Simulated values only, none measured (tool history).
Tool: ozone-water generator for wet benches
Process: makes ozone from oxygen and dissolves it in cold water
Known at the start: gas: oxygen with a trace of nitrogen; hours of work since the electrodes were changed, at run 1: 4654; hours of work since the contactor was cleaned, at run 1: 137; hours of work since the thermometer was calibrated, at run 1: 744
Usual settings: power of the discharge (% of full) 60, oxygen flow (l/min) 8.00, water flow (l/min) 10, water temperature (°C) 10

run     day  power of the discharge (% of full)  oxygen flow (l/min)  water flow (l/min)  water temperature (°C)  hours of work since the electrodes were changed  hours of work since the contactor was cleaned  hours of work since the thermometer was calibrated  dissolved ozone (ppm)  ozone in the gas ahead of the water (g/m3)
  1   0.000                                  60                 8.00                  10                      10                                             4654                                            137                                                 744                   46.5                                       239.1
  2   4.450                                  60                 8.00                  10                      10                                             4757                                            240                                                 847                   46.5                                       240.6
  3   7.958                                  60                 8.00                  10                      10                                             4838                                            321                                                 928                   46.5                                       236.3
  4  11.800                                  42                 8.00                  10                      10                                             4927                                            410                                                1017                   35.1                                       179.3
  5  14.554                                  60                 8.00                  10                       6                                             4991                                            474                                                1081                   50.6                                       240.4
  6  17.733                                  60                12.21                  10                      10                                             5065                                            547                                                1155                   42.5                                       192.5

Run 7 comes next. What will it give?
  7  24.167                                  47                 4.92                   9                       9                                             5214                                            696                                                1304                      ?                                           ?

Run 7 gave dissolved ozone (ppm) 44.9, ozone in the gas ahead of the water (g/m3) 250.0.
Without the tool's hidden state the same run would have given dissolved ozone (ppm) 44.9, ozone in the gas ahead of the water (g/m3) 250.2.
